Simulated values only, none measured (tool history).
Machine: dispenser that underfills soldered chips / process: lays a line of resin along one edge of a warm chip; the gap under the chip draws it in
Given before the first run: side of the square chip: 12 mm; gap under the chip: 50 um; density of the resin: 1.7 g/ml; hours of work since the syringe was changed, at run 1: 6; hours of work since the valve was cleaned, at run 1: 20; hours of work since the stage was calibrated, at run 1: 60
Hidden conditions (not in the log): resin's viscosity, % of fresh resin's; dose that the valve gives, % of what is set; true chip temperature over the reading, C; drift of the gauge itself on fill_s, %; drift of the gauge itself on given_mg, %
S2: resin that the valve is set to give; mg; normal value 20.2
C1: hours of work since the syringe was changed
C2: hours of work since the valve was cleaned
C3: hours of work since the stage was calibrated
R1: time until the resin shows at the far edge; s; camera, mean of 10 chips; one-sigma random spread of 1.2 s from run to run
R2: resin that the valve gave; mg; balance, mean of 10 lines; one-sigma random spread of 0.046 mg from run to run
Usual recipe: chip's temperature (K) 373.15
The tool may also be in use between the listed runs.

Run 1, day 0.000: usual settings; C1 6; C2 20; C3 60. Result: R1 167.2 s, R2 19.96 mg.
Run 2, day 0.188: usual settings but S2 19.0 mg; C1 8; C2 23; C3 63. Result: R1 208.2 s, R2 18.79 mg.
Run 3, day 0.321: usual settings but S2 19.0 mg; C1 11; C2 25; C3 65. Result: R1 246.9 s, R2 18.78 mg.
At day 0.396: new syringe of resin.
Run 4, day 0.479: usual settings; C1 1; C2 27; C3 67. Result: R1 121.0 s, R2 19.95 mg.
Run 5, day 0.646: usual settings but chip's temperature (K) 386.15; C1 4; C2 30; C3 70. Result: R1 95.0 s, R2 20.00 mg.
Run 6, day 0.804: usual settings but chip's temperature (K) 383.15; C1 6; C2 32; C3 72. Result: R1 125.8 s, R2 19.95 mg.
Run 7, day 1.088: usual settings but chip's temperature (K) 383.15; C1 11; C2 36; C3 77. Result: R1 176.3 s, R2 19.93 mg.
At day 1.162: new syringe of resin.
Run 8, day 1.233: usual settings but chip's temperature (K) 383.15; C1 1; C2 38; C3 79. Result: R1 86.7 s, R2 19.95 mg.
Run 9, day 1.479: usual settings but chip's temperature (K) 364.15; C1 5; C2 42; C3 83. Result: R1 217.6 s, R2 19.83 mg.
Run 10, day 1.638: usual settings but chip's temperature (K) 364.15, S2 20.3 mg; C1 7; C2 45; C3 85. Result: R1 261.3 s, R2 20.02 mg.
At day 1.912: new syringe of resin.
Run 11, day 1.912: usual settings but chip's temperature (K) 374.15, S2 25.5 mg; C1 0; C2 49; C3 89. Result: R1 104.1 s, R2 25.07 mg.
Run 12, day 2.162: usual settings but chip's temperature (K) 364.15, S2 21.7 mg; C1 4; C2 53; C3 93. Result: R1 197.5 s, R2 21.26 mg.
Run 13, day 2.358: usual settings but chip's temperature (K) 360.15; C1 7; C2 56; C3 96. Result: R1 291.4 s, R2 19.83 mg.
Run 14, day 2.512: usual settings but chip's temperature (K) 360.15, S2 17.4 mg; C1 9; C2 58; C3 98. Result: R1 353.8 s, R2 17.02 mg.
At day 2.662: new syringe of resin.
Run 15, day 2.750: usual settings but chip's temperature (K) 360.15, S2 22.6 mg; C1 1; C2 62; C3 102. Result: R1 191.4 s, R2 22.08 mg.
Run 16, day 3.029: usual settings but chip's temperature (K) 360.15, S2 22.6 mg; C1 6; C2 66; C3 106. Result: R1 268.0 s, R2 22.06 mg.
Run 17, day 3.283: usual settings but chip's temperature (K) 382.15, S2 19.4 mg; C1 10; C2 70; C3 110. Result: R1 174.6 s, R2 18.97 mg.
At day 3.417: new syringe of resin.
Run 18, day 3.575: usual settings but S2 23.3 mg; C1 2; C2 74; C3 114. Result: R1 129.6 s, R2 22.66 mg.
Run 19, day 3.858: usual settings but S2 23.3 mg; C1 7; C2 79; C3 119. Result: R1 183.6 s, R2 22.64 mg.
Run 20, day 3.983: usual settings but S2 23.3 mg; C1 9; C2 81; C3 121. Result: R1 211.5 s, R2 22.59 mg.

A few steps of R1 between consecutive runs. Split each: what settings, incoming material and random variation would produce without the hidden state, and what is left over for the hidden state, along with gauge scatter present in only one of the two compared results (measured, and without hidden state):
Run 3 -> 4: S2 19.0 -> 20.2, new syringe of resin. R1 -125.9 s: hidden state -125.5, all else -0.4.
Run 10 -> 11: chip's temperature (K) 364.15 -> 374.15, S2 20.3 -> 25.5, new syringe of resin. R1 -157.2 s: hidden state -112.3, all else -44.9.
Run 14 -> 15: S2 17.4 -> 22.6, new syringe of resin. R1 -162.4 s: hidden state -159.6, all else -2.8.

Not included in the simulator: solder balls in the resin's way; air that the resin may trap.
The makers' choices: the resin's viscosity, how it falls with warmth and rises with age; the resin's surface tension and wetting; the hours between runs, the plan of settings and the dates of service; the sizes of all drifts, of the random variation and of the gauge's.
